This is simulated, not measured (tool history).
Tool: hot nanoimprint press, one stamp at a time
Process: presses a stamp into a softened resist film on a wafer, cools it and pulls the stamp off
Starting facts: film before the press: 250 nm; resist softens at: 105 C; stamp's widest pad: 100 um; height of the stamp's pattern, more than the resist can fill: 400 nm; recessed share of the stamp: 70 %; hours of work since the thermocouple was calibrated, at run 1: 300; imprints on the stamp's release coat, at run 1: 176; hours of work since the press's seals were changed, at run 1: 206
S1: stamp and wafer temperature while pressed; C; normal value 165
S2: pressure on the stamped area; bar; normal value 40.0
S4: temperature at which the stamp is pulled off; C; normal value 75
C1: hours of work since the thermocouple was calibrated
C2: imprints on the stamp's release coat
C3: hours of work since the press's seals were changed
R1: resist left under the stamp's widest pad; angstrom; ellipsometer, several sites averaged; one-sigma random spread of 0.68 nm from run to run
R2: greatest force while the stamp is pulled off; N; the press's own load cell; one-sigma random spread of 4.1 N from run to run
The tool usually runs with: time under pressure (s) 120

{"run": 1, "hour": 0.0, "S1": 165, "S2": 40.0, "time under pressure (s)": 120, "S4": 75, "C1": 300, "C2": 176, "C3": 206, "R1": 1127, "R2": 203}
{"run": 2, "hour": 59.8, "S1": 165, "S2": 40.0, "time under pressure (s)": 120, "S4": 75, "C1": 332, "C2": 417, "C3": 238, "R1": 1132, "R2": 216}
{"run": 3, "hour": 106.0, "S1": 165, "S2": 40.0, "time under pressure (s)": 120, "S4": 75, "C1": 356, "C2": 604, "C3": 263, "R1": 1141, "R2": 214}
{"run": 4, "hour": 171.3, "S1": 165, "S2": 40.0, "time under pressure (s)": 120, "S4": 75, "C1": 391, "C2": 867, "C3": 297, "R1": 1145, "R2": 220}
{"run": 5, "hour": 217.8, "S1": 165, "S2": 40.0, "time under pressure (s)": 120, "S4": 75, "C1": 415, "C2": 1055, "C3": 322, "R1": 1141, "R2": 233}
{"run": 6, "hour": 268.5, "S1": 165, "S2": 40.0, "time under pressure (s)": 120, "S4": 75, "C1": 442, "C2": 1260, "C3": 349, "R1": 1149, "R2": 235}
{"run": 7, "hour": 325.3, "S1": 165, "S2": 40.0, "time under pressure (s)": 120, "S4": 75, "C1": 472, "C2": 1489, "C3": 379, "R1": 1154, "R2": 247}
{"run": 8, "hour": 371.1, "S1": 165, "S2": 40.0, "time under pressure (s)": 120, "S4": 75, "C1": 497, "C2": 1673, "C3": 403, "R1": 1141, "R2": 246}
{"run": 9, "hour": 428.2, "S1": 165, "S2": 40.0, "time under pressure (s)": 120, "S4": 75, "C1": 527, "C2": 1904, "C3": 434, "R1": 1152, "R2": 255}
{"hour": 473.5, "done": "stamp cleaned and given a new release coat"}
{"hour": 494.8, "done": "plate thermocouple calibrated"}
{"run": 10, "hour": 502.5, "S1": 165, "S2": 40.0, "time under pressure (s)": 120, "S4": 75, "C1": 4, "C2": 105, "C3": 468, "R1": 1121, "R2": 206}
{"run": 11, "hour": 539.7, "S1": 165, "S2": 40.0, "time under pressure (s)": 120, "S4": 71, "C1": 24, "C2": 255, "C3": 488, "R1": 1141, "R2": 215}
{"run": 12, "hour": 591.6, "S1": 165, "S2": 38.8, "time under pressure (s)": 106, "S4": 73, "C1": 51, "C2": 465, "C3": 515, "R1": 1196, "R2": 215}
{"run": 13, "hour": 622.1, "S1": 165, "S2": 38.8, "time under pressure (s)": 106, "S4": 73, "C1": 68, "C2": 588, "C3": 532, "R1": 1207, "R2": 222}
{"run": 14, "hour": 667.3, "S1": 174, "S2": 46.8, "time under pressure (s)": 75, "S4": 75, "C1": 92, "C2": 770, "C3": 556, "R1": 843, "R2": 227}
{"run": 15, "hour": 706.3, "S1": 174, "S2": 46.8, "time under pressure (s)": 75, "S4": 75, "C1": 112, "C2": 928, "C3": 576, "R1": 834, "R2": 232}
{"run": 16, "hour": 740.1, "S1": 174, "S2": 38.9, "time under pressure (s)": 75, "S4": 75, "C1": 130, "C2": 1064, "C3": 594, "R1": 946, "R2": 227}
{"run": 17, "hour": 774.5, "S1": 174, "S2": 38.9, "time under pressure (s)": 75, "S4": 75, "C1": 148, "C2": 1203, "C3": 612, "R1": 935, "R2": 240}
{"run": 18, "hour": 832.4, "S1": 174, "S2": 62.6, "time under pressure (s)": 223, "S4": 75, "C1": 179, "C2": 1436, "C3": 643, "R1": 473, "R2": 248}
{"run": 19, "hour": 863.4, "S1": 174, "S2": 62.6, "time under pressure (s)": 223, "S4": 75, "C1": 196, "C2": 1562, "C3": 660, "R1": 476, "R2": 248}

What if the next run were any one of these 4? Each begins from the tool's condition after run 19:
{"run": "A", "hour": 892.6, "S1": 157, "S2": 62.6, "time under pressure (s)": 77, "S4": 66, "C1": 211, "C2": 1680, "C3": 675, "R1": "?", "R2": "?"}
{"run": "B", "hour": 892.6, "S1": 170, "S2": 48.7, "time under pressure (s)": 164, "S4": 75, "C1": 211, "C2": 1680, "C3": 675, "R1": "?", "R2": "?"}
{"run": "C", "hour": 892.6, "S1": 167, "S2": 40.0, "time under pressure (s)": 120, "S4": 75, "C1": 211, "C2": 1680, "C3": 675, "R1": "?", "R2": "?"}
{"run": "D", "hour": 892.6, "S1": 156, "S2": 40.0, "time under pressure (s)": 120, "S4": 80, "C1": 211, "C2": 1680, "C3": 675, "R1": "?", "R2": "?"}

run=A R1=1535 R2=291
run=B R1=743 R2=260
run=C R1=1045 R2=250
run=D R1=1696 R2=236
Without the tool's unlogged condition, the same runs would have read:
run=A R1=1482 R2=228
run=B R1=717 R2=204
run=C R1=1010 R2=196
run=D R1=1647 R2=185

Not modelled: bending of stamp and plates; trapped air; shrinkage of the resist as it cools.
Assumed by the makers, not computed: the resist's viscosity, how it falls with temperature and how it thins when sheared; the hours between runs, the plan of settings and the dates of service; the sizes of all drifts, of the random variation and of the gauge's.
